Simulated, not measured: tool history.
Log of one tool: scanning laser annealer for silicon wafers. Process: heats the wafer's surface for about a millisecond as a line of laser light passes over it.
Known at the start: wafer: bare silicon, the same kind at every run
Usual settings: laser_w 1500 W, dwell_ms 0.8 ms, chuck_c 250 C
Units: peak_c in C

run 1 day=0 | laser_w=1500 dwell_ms=0.8 chuck_c=250 | peak_c=962
run 2 day=1.967 | laser_w=1500 dwell_ms=0.8 chuck_c=250 | peak_c=958
run 3 day=3.979 | laser_w=1500 dwell_ms=0.8 chuck_c=250 | peak_c=956
run 4 day=5.567 | laser_w=1500 dwell_ms=0.614 chuck_c=250 | peak_c=865
run 5 day=6.633 | laser_w=1500 dwell_ms=0.658 chuck_c=250 | peak_c=886
run 6 day=7.971 | laser_w=1500 dwell_ms=0.658 chuck_c=250 | peak_c=883
run 7 day=9.638 | laser_w=1500 dwell_ms=0.658 chuck_c=250 | peak_c=879
-- day=10.658 window over the wafer cleaned
run 8 day=11.088 | laser_w=1500 dwell_ms=0.8 chuck_c=250 | peak_c=938
run 9 day=13.271 | laser_w=1500 dwell_ms=0.8 chuck_c=250 | peak_c=936
-- day=14.329 window over the wafer cleaned, once more
run 10 day=15.596 | laser_w=1500 dwell_ms=0.8 chuck_c=250 | peak_c=962
run 11 day=16.9 | laser_w=1500 dwell_ms=0.8 chuck_c=250 | peak_c=961
run 12 day=18.642 | laser_w=1500 dwell_ms=0.8 chuck_c=250 | peak_c=959
run 13 day=20.696 | laser_w=1500 dwell_ms=0.8 chuck_c=250 | peak_c=956
run 14 day=21.754 | laser_w=1500 dwell_ms=0.8 chuck_c=250 | peak_c=956
run 15 day=23.933 | laser_w=1500 dwell_ms=0.8 chuck_c=250 | peak_c=955
run 16 day=25.767 | laser_w=1500 dwell_ms=0.8 chuck_c=250 | peak_c=952
run 17 day=27.046 | laser_w=1562 dwell_ms=0.8 chuck_c=250 | peak_c=990
run 18 day=29.042 | laser_w=1562 dwell_ms=0.8 chuck_c=250 | peak_c=984
run 19 day=30.971 | laser_w=1562 dwell_ms=0.8 chuck_c=250 | peak_c=981
-- day=33.017 optics aligned, line set to its width
run 20 day=33.321 | laser_w=1536 dwell_ms=0.8 chuck_c=225 | peak_c=962
-- day=33.5 window over the wafer cleaned
run 21 day=35.162 | laser_w=1333 dwell_ms=0.8 chuck_c=221 | peak_c=855
run 22 day=37.3 | laser_w=1645 dwell_ms=0.578 chuck_c=216 | peak_c=905
run 23 day=39.346 | laser_w=1645 dwell_ms=0.578 chuck_c=216 | peak_c=903
run 24 day=40.738 | laser_w=1559 dwell_ms=0.797 chuck_c=210 | peak_c=967
run 25 day=42.712 | laser_w=1559 dwell_ms=0.797 chuck_c=210 | peak_c=964
run 26 day=44.304 | laser_w=1559 dwell_ms=0.797 chuck_c=210 | peak_c=966
run 27 day=46.338 | laser_w=1559 dwell_ms=0.797 chuck_c=210 | peak_c=963
run 28 day=47.979 | laser_w=1500 dwell_ms=0.906 chuck_c=228 | peak_c=991
run 29 day=49.946 | laser_w=1522 dwell_ms=0.57 chuck_c=286 | peak_c=898
run 30 day=51.796 | laser_w=1319 dwell_ms=0.629 chuck_c=266 | peak_c=804
-- day=52.467 window over the wafer cleaned
run 31 day=53.1 | laser_w=1456 dwell_ms=0.8 chuck_c=256 | peak_c=953
run 32 day=54.262 | laser_w=1618 dwell_ms=0.8 chuck_c=263 | peak_c=1056
run 33 day=55.85 | laser_w=1490 dwell_ms=0.8 chuck_c=224 | peak_c=941
run 34 day=58.171 | laser_w=1407 dwell_ms=0.645 chuck_c=224 | peak_c=815
run 35 day=59.462 | laser_w=1518 dwell_ms=0.581 chuck_c=237 | peak_c=853
run 36 day=60.917 | laser_w=1500 dwell_ms=0.858 chuck_c=211 | peak_c=949
run 37 day=63.196 | laser_w=1460 dwell_ms=0.752 chuck_c=279 | peak_c=946
run 38 day=64.617 | laser_w=1352 dwell_ms=0.906 chuck_c=280 | peak_c=945

Some steps in peak_c between neighbouring runs. How much of each would the tool show without its hidden state too (settings, what came in, random variation), and how much is left for the hidden state, with any gauge scatter that isn't in both results?
The hidden state here: light that passes the window, % of a clean one's; laser's true power over the reading, %; width of the line over the set one, %; drift of the gauge itself on peak_c, C.
Run 7 -> 8: dwell_ms 0.658 -> 0.8, window over the wafer cleaned. peak_c +59 C: hidden state -13, all else +72.
Run 9 -> 10: window over the wafer cleaned, once more. peak_c +26 C: hidden state +25, all else +1.
Run 19 -> 20: laser_w 1562 -> 1536, chuck_c 250 -> 225, optics aligned, line set to its width. peak_c -19 C: hidden state +23, all else -42.
Run 30 -> 31: laser_w 1319 -> 1456, dwell_ms 0.629 -> 0.8, chuck_c 266 -> 256, window over the wafer cleaned. peak_c +149 C: hidden state +7, all else +142.
Run 32 -> 33: laser_w 1618 -> 1490, chuck_c 263 -> 224. peak_c -115 C: hidden state -1, all else -114.
Run 33 -> 34: laser_w 1490 -> 1407, dwell_ms 0.8 -> 0.645. peak_c -126 C: hidden state -2, all else -124.
